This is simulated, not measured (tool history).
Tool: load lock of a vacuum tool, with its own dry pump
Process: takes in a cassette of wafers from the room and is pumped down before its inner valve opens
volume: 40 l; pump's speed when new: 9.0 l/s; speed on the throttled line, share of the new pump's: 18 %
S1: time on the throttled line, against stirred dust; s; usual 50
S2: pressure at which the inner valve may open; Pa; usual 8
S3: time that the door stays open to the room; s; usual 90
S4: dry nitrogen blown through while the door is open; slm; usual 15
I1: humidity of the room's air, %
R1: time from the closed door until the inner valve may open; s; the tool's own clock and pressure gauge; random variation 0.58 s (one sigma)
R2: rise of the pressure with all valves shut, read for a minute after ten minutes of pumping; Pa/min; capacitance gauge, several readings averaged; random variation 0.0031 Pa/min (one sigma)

run	day	S1	S2	S3	S4	I1	R1	R2
1	0.000	50	8	90	15	48.2	91.0	0.160
2	5.533	50	8	90	15	42.3	91.4	0.157
3	13.175	50	8	90	15	44.7	91.3	0.163
4	21.542	50	8	90	15	42.4	92.1	0.167
5	27.867	40	8	90	15	45.9	84.6	0.170
6	36.171	50	8	90	15	45.4	92.0	0.173
7	43.992	50	8	90	15	43.9	92.4	0.179
8	48.604	50	8	90	8	45.5	92.9	0.197
9	57.042	50	8	90	24	43.1	92.0	0.173
10	64.929	50	8	90	24	43.5	93.6	0.183
11	71.250	50	8	90	24	42.7	93.2	0.181
12	75.133	50	8	90	24	49.7	92.6	0.191
13	82.133	50	9	90	15	45.5	93.7	0.208
14	90.546	50	9	90	15	44.6	92.6	0.208
15	95.162	50	9	90	15	49.0	94.0	0.224
16	102.667	50	9	90	15	44.2	95.2	0.224
17	109.400	50	8	90	22	45.2	93.3	0.218
18	113.958	50	8	32	15	42.4	95.0	0.206
19	120.767	50	8	90	18	47.2	93.4	0.231
20	126.008	35	8	90	18	44.2	82.1	0.232
21	130.129	25	6	90	15	42.6	78.2	0.235
22	135.750	45	7	55	33	44.3	92.4	0.210
# day 140.421: dry pump taken out, an overhauled one fitted
23	140.654	98	15	90	15	42.8	118.5	0.237
24	145.525	93	8	97	38	47.8	118.3	0.228
25	151.358	93	8	97	38	42.4	117.9	0.230
26	155.446	50	11	90	15	46.4	81.9	0.252
27	159.738	50	10	90	15	46.7	82.3	0.259
28	163.442	50	10	90	15	44.9	83.9	0.259
29	168.646	50	10	90	7	44.7	83.7	0.278
30	176.296	35	13	90	15	45.0	70.3	0.266
31	184.600	42	8	99	15	46.1	78.0	0.279
32	191.396	50	13	90	15	45.1	82.8	0.282
33	195.908	100	8	66	15	46.0	126.3	0.283
34	199.517	42	8	66	20	45.9	78.3	0.287
35	207.875	50	8	141	41	43.7	85.6	0.280
36	216.467	50	8	141	41	46.6	85.7	0.289
37	220.821	50	8	48	16	45.9	85.6	0.286

Forecast each of these 3 alternatives for the next run:
A	224.908	29	7	216	16	46.0	?	?
B	224.908	82	8	48	28	47.6	?	?
C	224.908	35	8	155	23	41.7	?	?

run	R1	R2
A	68.0	0.327
B	110.1	0.291
C	72.8	0.308
Without the tool's hidden state the same runs would have given:
run	R1	R2
A	65.6	0.075
B	108.3	0.035
C	70.5	0.055

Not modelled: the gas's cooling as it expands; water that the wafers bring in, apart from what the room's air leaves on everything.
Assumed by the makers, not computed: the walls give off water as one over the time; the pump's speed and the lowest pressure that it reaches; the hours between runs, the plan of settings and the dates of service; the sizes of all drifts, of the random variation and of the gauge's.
